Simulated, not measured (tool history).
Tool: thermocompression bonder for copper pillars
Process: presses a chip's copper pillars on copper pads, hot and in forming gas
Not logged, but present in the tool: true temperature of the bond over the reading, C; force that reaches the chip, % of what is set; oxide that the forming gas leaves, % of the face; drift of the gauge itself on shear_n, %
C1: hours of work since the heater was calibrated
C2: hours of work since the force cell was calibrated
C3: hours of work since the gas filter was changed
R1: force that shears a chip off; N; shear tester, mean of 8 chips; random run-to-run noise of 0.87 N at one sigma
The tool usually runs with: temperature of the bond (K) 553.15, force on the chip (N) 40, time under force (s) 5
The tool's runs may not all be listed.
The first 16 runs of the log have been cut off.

At hour 583.0: forming gas filter changed.
Run 17, hour 602.9: usual settings but force on the chip (N) 31; C1 182; C2 1379; C3 15. Result: R1 52.1 N.
Run 18, hour 649.4: usual settings but time under force (s) 8; C1 217; C2 1414; C3 50. Result: R1 74.2 N.
Run 19, hour 690.6: usual settings but time under force (s) 8; C1 248; C2 1444; C3 81. Result: R1 72.9 N.
Run 20, hour 723.9: usual settings but force on the chip (N) 46; C1 273; C2 1469; C3 106. Result: R1 70.7 N.
Run 21, hour 746.1: usual settings but force on the chip (N) 46; C1 290; C2 1486; C3 122. Result: R1 68.4 N.
Run 22, hour 774.3: usual settings but force on the chip (N) 46, time under force (s) 12; C1 311; C2 1507; C3 144. Result: R1 85.2 N.
Run 23, hour 796.2: usual settings but force on the chip (N) 46, time under force (s) 12; C1 327; C2 1524; C3 160. Result: R1 83.7 N.
Run 24, hour 826.6: usual settings but force on the chip (N) 46, time under force (s) 12; C1 350; C2 1547; C3 183. Result: R1 85.0 N.
Run 25, hour 864.4: usual settings but temperature of the bond (K) 542.15, force on the chip (N) 46, time under force (s) 13; C1 378; C2 1575; C3 211. Result: R1 75.8 N.
Run 26, hour 897.1: usual settings but temperature of the bond (K) 542.15, force on the chip (N) 46, time under force (s) 13; C1 403; C2 1599; C3 236. Result: R1 76.8 N.
Run 27, hour 941.3: usual settings but temperature of the bond (K) 542.15, force on the chip (N) 46, time under force (s) 4; C1 436; C2 1633; C3 269. Result: R1 51.3 N.
Run 28, hour 971.9: usual settings but temperature of the bond (K) 542.15, force on the chip (N) 46, time under force (s) 4; C1 459; C2 1656; C3 292. Result: R1 51.7 N.
Run 29, hour 1020.1: usual settings but temperature of the bond (K) 573.15, force on the chip (N) 46, time under force (s) 4; C1 495; C2 1692; C3 328. Result: R1 75.3 N.
At hour 1048.8: forming gas filter changed.
Run 30, hour 1050.0: usual settings but temperature of the bond (K) 573.15, force on the chip (N) 46, time under force (s) 4; C1 517; C2 1714; C3 1. Result: R1 78.2 N.
Run 31, hour 1100.2: usual settings but force on the chip (N) 31, time under force (s) 7; C1 555; C2 1752; C3 39. Result: R1 53.7 N.
Run 32, hour 1125.2: usual settings but temperature of the bond (K) 524.15, force on the chip (N) 31, time under force (s) 6; C1 574; C2 1770; C3 57. Result: R1 29.8 N.
Run 33, hour 1154.4: usual settings but force on the chip (N) 30, time under force (s) 3; C1 596; C2 1792; C3 79. Result: R1 37.6 N.
Run 34, hour 1199.4: usual settings but temperature of the bond (K) 534.15, force on the chip (N) 55, time under force (s) 8; C1 629; C2 1826; C3 113. Result: R1 68.3 N.
Run 35, hour 1229.3: usual settings but temperature of the bond (K) 534.15, force on the chip (N) 55, time under force (s) 8; C1 652; C2 1848; C3 135. Result: R1 65.5 N.
Run 36, hour 1259.0: usual settings but temperature of the bond (K) 543.15, force on the chip (N) 25; C1 674; C2 1871; C3 158. Result: R1 30.8 N.
At hour 1303.9: force cell calibrated.
Run 37, hour 1308.9: usual settings but temperature of the bond (K) 543.15, force on the chip (N) 58, time under force (s) 7; C1 711; C2 4; C3 194. Result: R1 79.4 N.

What will run 38 give?
Run 38, hour 1349.1: usual settings but temperature of the bond (K) 543.15, force on the chip (N) 58, time under force (s) 7; C1 741; C2 34; C3 224. Result: R1 ?.

{"run 38": {"R1": 78.4}}
Take away the tool's hidden state, keep the run-to-run variation as it was, and the same run would have given R1 89.5 N.
